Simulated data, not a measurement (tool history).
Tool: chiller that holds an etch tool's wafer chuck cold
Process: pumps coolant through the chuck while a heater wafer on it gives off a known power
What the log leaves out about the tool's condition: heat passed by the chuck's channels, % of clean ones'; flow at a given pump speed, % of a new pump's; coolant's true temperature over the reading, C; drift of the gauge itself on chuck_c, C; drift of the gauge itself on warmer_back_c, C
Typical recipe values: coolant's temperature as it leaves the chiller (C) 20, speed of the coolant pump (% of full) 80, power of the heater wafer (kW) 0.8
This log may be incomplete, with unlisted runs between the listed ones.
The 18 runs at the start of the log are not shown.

run,hour,coolant's temperature as it leaves the chiller (C),speed of the coolant pump (% of full),power of the heater wafer (kW),hours since the coolant was changed and the channels were flushed,hours since the pump was overhauled,hours since the chiller's thermometer was calibrated,chuck's temperature once it has settled (K),how much warmer the coolant comes back (C)
19,1902.9,15,67,0.8,2174,3883,181,299.95,3.22
20,2034.2,16,80,0.842,2305,4014,312,300.55,2.78
21,2156.9,16,80,0.842,2428,4137,435,300.35,2.83
22,2258.7,17,84,0.886,2530,4239,537,301.75,2.82
23,2355.5,13,91,1.093,2627,4336,633,300.05,3.15
24,2480.4,13,87,0.956,2752,4461,758,298.65,2.93
25,2615.9,13,70,0.749,2887,4596,894,297.45,2.93
# hour 2630: coolant pump overhauled
26,2753.9,24,99,0.637,3020,124,1027,304.75,1.54
# hour 2802: coolant changed, channels flushed
27,2839.5,20,99,0.465,38,204,1106,297.35,1.15
28,2922.6,25,77,0.456,121,287,1189,303.15,1.52
29,3055.2,25,77,0.456,253,419,1322,303.15,1.48
30,3124.6,25,77,0.456,323,489,1392,302.95,1.49
31,3216.5,25,77,0.456,415,581,1483,303.15,1.5

Alternative continuations, all from the tool just after run 31; predict every row:
A,3309.7,30,74,0.48,508,674,1577,?,?
B,3309.7,20,75,0.778,508,674,1577,?,?
C,3309.7,18,87,0.53,508,674,1577,?,?

run,chuck's temperature once it has settled (K),how much warmer the coolant comes back (C)
A,308.45,1.64
B,302.15,2.66
C,296.45,1.51
Had the tool no hidden state, the same runs would have come out as:
run,chuck's temperature once it has settled (K),how much warmer the coolant comes back (C)
A,308.75,1.63
B,302.35,2.64
C,296.75,1.5
